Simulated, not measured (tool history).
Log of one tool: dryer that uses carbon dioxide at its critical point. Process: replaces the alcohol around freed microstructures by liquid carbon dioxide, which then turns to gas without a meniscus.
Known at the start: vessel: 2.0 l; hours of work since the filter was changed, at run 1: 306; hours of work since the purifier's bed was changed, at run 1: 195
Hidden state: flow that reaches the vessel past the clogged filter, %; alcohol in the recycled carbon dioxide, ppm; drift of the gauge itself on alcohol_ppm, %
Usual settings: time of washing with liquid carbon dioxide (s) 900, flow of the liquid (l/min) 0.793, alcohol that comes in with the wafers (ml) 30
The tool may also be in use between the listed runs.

run	hour	time of washing with liquid carbon dioxide (s)	flow of the liquid (l/min)	alcohol that comes in with the wafers (ml)	hours of work since the filter was changed	hours of work since the purifier's bed was changed	alcohol left in the vessel before it's heated (ppm by volume)
1	0	900	0.793	30	306	195	221
2	24.4	900	0.793	30	322	211	223
3	41.3	900	0.793	30	333	222	232
4	74.8	900	0.793	30	355	244	236
5	109.1	900	1.309	30	377	266	111
# hour 121.9: inlet filter changed
6	147.5	900	1.309	30	17	290	121
7	184.4	900	1.309	30	41	315	123
8	203.3	900	1.309	30	53	327	130
9	225.4	1320	0.793	30	68	341	149
10	255.6	1380	0.833	46	88	361	148
11	280.6	720	0.558	30	104	378	1044
12	297.3	600	0.72	30	115	388	919
13	328.3	600	0.72	30	135	409	950

The next listed run, before its measurement:
14	364.8	960	0.683	30	159	433	?

Run 14 gave alcohol left in the vessel before it's heated (ppm by volume) 336.
Without the tool's hidden state the same run would have given alcohol left in the vessel before it's heated (ppm by volume) 153.
